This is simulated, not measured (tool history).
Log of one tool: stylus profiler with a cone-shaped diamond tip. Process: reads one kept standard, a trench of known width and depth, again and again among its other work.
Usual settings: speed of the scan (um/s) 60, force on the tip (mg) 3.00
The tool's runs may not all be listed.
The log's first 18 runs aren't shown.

| run | hour | speed of the scan (um/s) | force on the tip (mg) | scans with this tip | hours of work since the height scale was calibrated | depth of the trench (nm) | width of the trench's floor (nm) |
|---|---|---|---|---|---|---|---|
| 19 | 869.6 | 36 | 3.00 | 3723 | 115 | 505.29 | 95130 |
| 20 | 928.7 | 36 | 3.00 | 3916 | 146 | 505.37 | 95130 |
| 21 | 984.2 | 59 | 4.17 | 4097 | 176 | 506.88 | 95080 |
| 22 | 1023.8 | 86 | 3.62 | 4226 | 198 | 506.27 | 95080 |
|  | 1031.4 | height scale calibrated on a step standard, once more |
| 23 | 1082.7 | 26 | 5.60 | 4417 | 28 | 509.78 | 95160 |
| 24 | 1149.3 | 62 | 5.53 | 4634 | 64 | 509.84 | 95060 |
| 25 | 1217.2 | 24 | 4.44 | 4856 | 100 | 508.19 | 95090 |
| 26 | 1275.6 | 20 | 1.31 | 5046 | 132 | 503.80 | 95040 |
| 27 | 1344.2 | 20 | 1.31 | 5270 | 169 | 503.40 | 94980 |
| 28 | 1413.1 | 20 | 1.31 | 5495 | 206 | 503.41 | 94980 |
| 29 | 1463.5 | 23 | 1.61 | 5659 | 233 | 503.97 | 94970 |
| 30 | 1511.2 | 70 | 1.13 | 5815 | 259 | 502.70 | 94790 |
| 31 | 1548.3 | 43 | 4.62 | 5936 | 279 | 508.26 | 94990 |
| 32 | 1588.9 | 18 | 1.04 | 6068 | 301 | 502.93 | 94970 |
| 33 | 1659.5 | 125 | 5.60 | 6298 | 339 | 509.29 | 94860 |
| 34 | 1696.0 | 60 | 2.46 | 6418 | 359 | 504.84 | 94850 |
| 35 | 1730.9 | 23 | 1.51 | 6531 | 377 | 503.37 | 94890 |
| 36 | 1782.6 | 23 | 4.98 | 6700 | 405 | 508.47 | 94920 |
| 37 | 1852.6 | 16 | 2.84 | 6928 | 443 | 505.65 | 94830 |
| 38 | 1895.8 | 16 | 2.84 | 7069 | 466 | 505.28 | 94850 |

Forecast each of these 3 alternatives for the next run:
| A | 1941.6 | 124 | 2.84 | 7218 | 491 | ? | ? |
| B | 1941.6 | 29 | 6.55 | 7218 | 491 | ? | ? |
| C | 1941.6 | 36 | 2.00 | 7218 | 491 | ? | ? |

| run | depth of the trench (nm) | width of the trench's floor (nm) |
|---|---|---|
| A | 505.66 | 94670 |
| B | 509.92 | 94780 |
| C | 504.29 | 94790 |
Without the tool's hidden state the same runs would have given:
| run | depth of the trench (nm) | width of the trench's floor (nm) |
|---|---|---|
| A | 506.58 | 95450 |
| B | 510.85 | 95560 |
| C | 505.20 | 95570 |
